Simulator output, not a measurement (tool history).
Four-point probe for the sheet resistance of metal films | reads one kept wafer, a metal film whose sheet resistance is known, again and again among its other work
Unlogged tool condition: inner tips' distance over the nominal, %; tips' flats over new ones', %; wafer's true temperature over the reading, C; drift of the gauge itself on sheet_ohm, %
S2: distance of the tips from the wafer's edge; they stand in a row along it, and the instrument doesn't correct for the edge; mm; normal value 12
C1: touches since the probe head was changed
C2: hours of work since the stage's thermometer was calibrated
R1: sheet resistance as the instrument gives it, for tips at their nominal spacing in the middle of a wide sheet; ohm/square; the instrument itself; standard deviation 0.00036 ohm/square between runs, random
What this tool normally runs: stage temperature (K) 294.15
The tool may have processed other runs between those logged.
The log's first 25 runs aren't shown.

run 26 hour=1569.2 | stage_temperature_(K)=299.15 S2=25 | C1=24889 C2=45 | R1=1.781639
run 27 hour=1661.5 | stage_temperature_(K)=299.15 S2=10 | C1=25918 C2=92 | R1=1.789394
run 28 hour=1713.7 | stage_temperature_(K)=292.15 S2=55 | C1=26500 C2=119 | R1=1.786147
run 29 hour=1795.2 | stage_temperature_(K)=297.15 S2=10 | C1=27409 C2=160 | R1=1.791518
run 30 hour=1857 | stage_temperature_(K)=303.15 S2=5 | C1=28098 C2=192 | R1=1.814222
run 31 hour=1946.1 | stage_temperature_(K)=292.15 S2=16 | C1=29093 C2=238 | R1=1.790766
run 32 hour=2029.7 | stage_temperature_(K)=292.15 S2=16 | C1=30025 C2=281 | R1=1.789698
run 33 hour=2114.5 | stage_temperature_(K)=292.15 S2=16 | C1=30971 C2=324 | R1=1.790659
run 34 hour=2202.6 | stage_temperature_(K)=294.15 S2=5 | C1=31954 C2=369 | R1=1.822891
run 35 hour=2255.1 | stage_temperature_(K)=294.15 S2=5 | C1=32540 C2=396 | R1=1.822827
run 36 hour=2324 | stage_temperature_(K)=294.15 S2=5 | C1=33307 C2=431 | R1=1.821892
run 37 hour=2419.9 | stage_temperature_(K)=307.15 S2=20 | C1=34377 C2=480 | R1=1.774877
run 38 hour=2460.6 | stage_temperature_(K)=307.15 S2=20 | C1=34831 C2=501 | R1=1.775068
run 39 hour=2542.2 | stage_temperature_(K)=291.15 S2=11 | C1=35742 C2=543 | R1=1.795804
run 40 hour=2599.6 | stage_temperature_(K)=291.15 S2=11 | C1=36381 C2=572 | R1=1.79619
run 41 hour=2667.5 | stage_temperature_(K)=300.15 S2=48 | C1=37139 C2=607 | R1=1.779398
run 42 hour=2740 | stage_temperature_(K)=301.15 S2=48 | C1=37947 C2=644 | R1=1.778239
run 43 hour=2779.3 | stage_temperature_(K)=301.15 S2=74 | C1=38386 C2=664 | R1=1.778682
run 44 hour=2845.6 | stage_temperature_(K)=294.15 S2=68 | C1=39126 C2=698 | R1=1.78458
run 45 hour=2920.9 | stage_temperature_(K)=302.15 S2=9 | C1=39966 C2=737 | R1=1.789039
run 46 hour=2981.4 | stage_temperature_(K)=299.15 S2=13 | C1=40641 C2=768 | R1=1.785708

Each row is a separate what-if for the run after 46, all from the same tool condition, not one after another. Results?
run A hour=3026.2 | stage_temperature_(K)=299.15 S2=31 | C1=41141 C2=791 | R1=?
run B hour=3026.2 | stage_temperature_(K)=292.15 S2=12 | C1=41141 C2=791 | R1=?
run C hour=3026.2 | stage_temperature_(K)=306.15 S2=4 | C1=41141 C2=791 | R1=?

run=A R1=1.7812
run=B R1=1.793194
run=C R1=1.831902
What these runs would have given with no unlogged condition in the tool:
run=A R1=1.781105
run=B R1=1.793098
run=C R1=1.831804
